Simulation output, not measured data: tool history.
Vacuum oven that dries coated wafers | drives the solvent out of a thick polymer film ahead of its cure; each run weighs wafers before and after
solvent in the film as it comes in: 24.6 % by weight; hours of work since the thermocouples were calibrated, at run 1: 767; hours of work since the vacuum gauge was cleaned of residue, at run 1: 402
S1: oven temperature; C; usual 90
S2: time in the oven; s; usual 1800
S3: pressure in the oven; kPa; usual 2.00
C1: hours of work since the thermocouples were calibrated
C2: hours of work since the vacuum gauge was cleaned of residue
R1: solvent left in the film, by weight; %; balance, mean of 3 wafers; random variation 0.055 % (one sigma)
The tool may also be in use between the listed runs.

run     day   S1    S2    S3   C1   C2    R1
  1   0.000   90  1800  2.00  767  402  2.85
  2   0.921   90  1800  2.00  777  412  2.86
  3   1.904   90  1800  2.00  788  423  2.80
  4   2.700   90  1800  2.00  797  431  2.83
  5   3.571   90  1800  2.00  806  441  2.86
  6   4.583   90  1320  2.00  817  451  4.48
  7   5.212   90  1800  2.00  824  458  2.94
  8   5.962   90  1800  2.00  832  466  2.92
  9   6.762   79  1800  2.00  840  475  7.71
 10   7.817   79  1800  2.00  852  486  7.59
 11   8.658   79  1800  2.00  861  495  7.63
 12  10.142   79  1800  2.00  877  511  7.64
 13  10.817   80  2580  3.12  884  519  5.74
 14  11.429   90  1620  6.04  891  525  5.27
 15  12.146   90  2640  4.77  898  533  3.09
 16  13.592   90  1980  4.77  914  549  4.00
 17  14.867   88  2760  2.78  928  562  2.56
 18  15.912   88  2760  2.78  939  574  2.45
 19  16.558   88   900  2.78  946  581  8.28
 20  17.754   88   900  2.78  959  593  8.36
     18.029  -- oven's thermocouples calibrated
 21  19.162   88   900  2.78   12  608  7.22
 22  20.321   90  1620  1.53   25  620  2.55
 23  21.346  103  1680  2.00   36  631  0.70

4 ways to go on from here, each from the tool as it stands after run 23. What would each give?
  A  22.462  103  2100  2.00  48  643   ?
  B  22.462   86  1680  2.00  48  643   ?
  C  22.462  104  1800  2.00  48  643   ?
  D  22.462   90  1980  2.00  48  643   ?

run    R1
  A  0.63
  B  3.91
  C  0.74
  D  2.03
Without the tool's hidden state the same runs would have given:
run    R1
  A  0.55
  B  3.74
  C  0.66
  D  1.88
